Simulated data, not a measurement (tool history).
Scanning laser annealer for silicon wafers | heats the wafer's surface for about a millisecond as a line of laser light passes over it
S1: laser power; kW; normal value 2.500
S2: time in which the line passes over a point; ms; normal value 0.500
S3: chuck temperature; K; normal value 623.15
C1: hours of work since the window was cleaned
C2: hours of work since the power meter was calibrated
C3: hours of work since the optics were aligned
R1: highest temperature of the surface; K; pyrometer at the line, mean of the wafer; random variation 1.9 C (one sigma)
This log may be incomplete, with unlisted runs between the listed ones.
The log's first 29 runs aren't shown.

| run | day | S1 | S2 | S3 | C1 | C2 | C3 | R1 |
|---|---|---|---|---|---|---|---|---|
| 30 | 9.033 | 2.739 | 0.479 | 625.15 | 840 | 211 | 1444 | 1475.15 |
| 31 | 9.450 | 2.308 | 0.500 | 623.15 | 845 | 216 | 1449 | 1344.15 |
| 32 | 9.821 | 2.500 | 0.549 | 645.15 | 849 | 220 | 1453 | 1464.15 |
| 33 | 10.108 | 2.500 | 0.549 | 645.15 | 853 | 224 | 1457 | 1462.15 |
| 34 | 10.492 | 2.740 | 0.500 | 623.15 | 858 | 228 | 1461 | 1489.15 |
| 35 | 10.783 | 2.740 | 0.500 | 623.15 | 861 | 232 | 1465 | 1486.15 |
| 36 | 11.008 | 2.740 | 0.500 | 623.15 | 864 | 235 | 1468 | 1488.15 |
| 37 | 11.362 | 2.261 | 0.474 | 623.15 | 868 | 239 | 1472 | 1307.15 |
| 38 | 11.562 | 2.261 | 0.474 | 623.15 | 871 | 241 | 1475 | 1308.15 |
| 39 | 11.983 | 2.183 | 0.474 | 623.15 | 876 | 246 | 1480 | 1286.15 |
| 40 | 12.212 | 2.270 | 0.389 | 635.15 | 879 | 249 | 1482 | 1261.15 |
| 41 | 12.417 | 2.270 | 0.389 | 635.15 | 881 | 252 | 1485 | 1262.15 |

3 ways to go on from here, each from the tool as it stands after run 41. What would each give?
| A | 12.725 | 2.197 | 0.453 | 595.15 | 885 | 256 | 1489 | ? |
| B | 12.725 | 2.555 | 0.401 | 663.15 | 885 | 256 | 1489 | ? |
| C | 12.725 | 2.355 | 0.389 | 635.15 | 885 | 256 | 1489 | ? |

| run | R1 |
|---|---|
| A | 1246.15 |
| B | 1384.15 |
| C | 1286.15 |
With the hidden condition removed and each run's random variation left untouched, the same runs would have given:
| run | R1 |
|---|---|
| A | 1292.15 |
| B | 1436.15 |
| C | 1333.15 |
